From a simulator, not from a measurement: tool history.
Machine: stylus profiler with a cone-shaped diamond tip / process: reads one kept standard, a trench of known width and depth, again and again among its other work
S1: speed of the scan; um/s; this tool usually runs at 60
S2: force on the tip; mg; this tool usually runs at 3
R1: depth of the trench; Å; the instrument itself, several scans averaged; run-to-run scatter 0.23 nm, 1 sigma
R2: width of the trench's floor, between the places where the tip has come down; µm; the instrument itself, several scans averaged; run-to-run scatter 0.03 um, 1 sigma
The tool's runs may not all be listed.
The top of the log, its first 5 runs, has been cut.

-- hour=219.6 new tip fitted, height scale calibrated
run 6 hour=243.6 | S1=60 S2=3 | R1=10127 R2=26.36
run 7 hour=280.7 | S1=113 S2=3 | R1=10124.7 R2=26.26
run 8 hour=311.1 | S1=113 S2=3 | R1=10125.8 R2=26.29
run 9 hour=372 | S1=113 S2=3 | R1=10123.1 R2=26.29
run 10 hour=418.2 | S1=113 S2=3 | R1=10122.1 R2=26.32
run 11 hour=453.8 | S1=113 S2=3 | R1=10124.7 R2=26.3
run 12 hour=496.9 | S1=30 S2=3 | R1=10128.1 R2=26.45
run 13 hour=560.3 | S1=30 S2=3 | R1=10119.2 R2=26.46
run 14 hour=588.9 | S1=60 S2=3 | R1=10125 R2=26.4
run 15 hour=637.1 | S1=60 S2=3 | R1=10124.5 R2=26.39
run 16 hour=697.6 | S1=51 S2=3.63 | R1=10148 R2=26.44
run 17 hour=748.7 | S1=27 S2=3.91 | R1=10145.3 R2=26.45
run 18 hour=784.4 | S1=125 S2=1.97 | R1=10096.1 R2=26.15
run 19 hour=844.7 | S1=237 S2=5.74 | R1=10194.3 R2=26.14
run 20 hour=899.1 | S1=237 S2=5.74 | R1=10191.6 R2=26.11
run 21 hour=930.9 | S1=237 S2=5.74 | R1=10192 R2=26.17
run 22 hour=965.5 | S1=237 S2=5.74 | R1=10193.4 R2=26.12

Forecast run 23:
run 23 hour=1027.3 | S1=237 S2=4 | R1=? R2=?

{"run 23": {"R1": 10153.2, "R2": 26.07}}
Without the tool's hidden state the same run would have given R1 10153.2 Å, R2 26.08 µm.
